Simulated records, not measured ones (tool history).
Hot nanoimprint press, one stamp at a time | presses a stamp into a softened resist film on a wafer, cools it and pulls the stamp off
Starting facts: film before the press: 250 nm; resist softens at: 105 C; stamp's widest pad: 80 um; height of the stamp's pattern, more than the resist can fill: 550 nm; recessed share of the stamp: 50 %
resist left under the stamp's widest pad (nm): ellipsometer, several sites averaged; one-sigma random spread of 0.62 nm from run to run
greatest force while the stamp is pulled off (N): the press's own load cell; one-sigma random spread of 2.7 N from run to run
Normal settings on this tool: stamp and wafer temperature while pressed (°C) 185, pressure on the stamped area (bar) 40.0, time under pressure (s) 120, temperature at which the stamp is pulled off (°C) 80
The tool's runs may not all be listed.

run,hour,stamp and wafer temperature while pressed (°C),pressure on the stamped area (bar),time under pressure (s),temperature at which the stamp is pulled off (°C),resist left under the stamp's widest pad (nm),greatest force while the stamp is pulled off (N)
1,0.0,185,40.0,120,80,146.3,189
2,9.5,181,40.0,120,80,162.4,191
3,23.2,181,40.0,90,80,175.7,193
4,29.4,181,40.0,90,80,176.0,201
5,40.1,181,40.0,90,69,174.7,260
6,53.5,181,40.0,90,69,175.8,267
7,62.0,185,40.0,120,80,145.0,196
8,72.0,185,40.0,120,80,144.1,198
9,82.7,185,34.3,120,80,156.0,205
10,89.6,185,40.0,217,80,121.3,202
11,103.1,185,40.0,217,80,120.2,203
12,109.1,185,40.0,217,80,121.3,205
# hour 119.3: stamp cleaned and given a new release coat
13,123.5,185,40.0,75,80,165.6,117
# hour 127.1: plate thermocouple calibrated
14,137.5,191,40.0,128,80,116.2,129
15,148.2,177,40.0,128,72,179.0,155
16,160.9,175,40.0,67,71,208.6,167
17,174.7,175,40.0,67,71,209.8,164
# hour 180.5: plate thermocouple calibrated, once more
18,186.7,175,40.0,191,77,177.2,152
19,195.3,175,40.0,191,77,177.0,147
20,205.1,175,40.0,191,77,174.8,152
21,218.8,175,40.0,191,77,174.4,154
22,226.3,175,40.0,191,77,175.8,158
23,237.3,175,40.0,191,77,176.5,153
24,244.3,175,40.0,191,77,176.0,161
25,251.6,185,40.0,120,82,148.8,139
26,263.1,185,40.0,120,82,148.0,134

What if the next run were any one of these 5? Each begins from the tool's condition after run 26:
A,275.7,185,40.0,71,81,?,?
B,275.7,180,40.0,178,70,?,?
C,275.7,195,40.0,76,82,?,?
D,275.7,183,51.3,68,82,?,?
E,275.7,174,27.4,218,82,?,?

run,resist left under the stamp's widest pad (nm),greatest force while the stamp is pulled off (N)
A,168.7,140
B,154.0,195
C,125.9,139
D,164.5,137
E,198.4,137
Had the tool no hidden state, the same runs would have come out as:
run,resist left under the stamp's widest pad (nm),greatest force while the stamp is pulled off (N)
A,165.6,120
B,150.8,166
C,122.9,118
D,160.5,116
E,196.5,116

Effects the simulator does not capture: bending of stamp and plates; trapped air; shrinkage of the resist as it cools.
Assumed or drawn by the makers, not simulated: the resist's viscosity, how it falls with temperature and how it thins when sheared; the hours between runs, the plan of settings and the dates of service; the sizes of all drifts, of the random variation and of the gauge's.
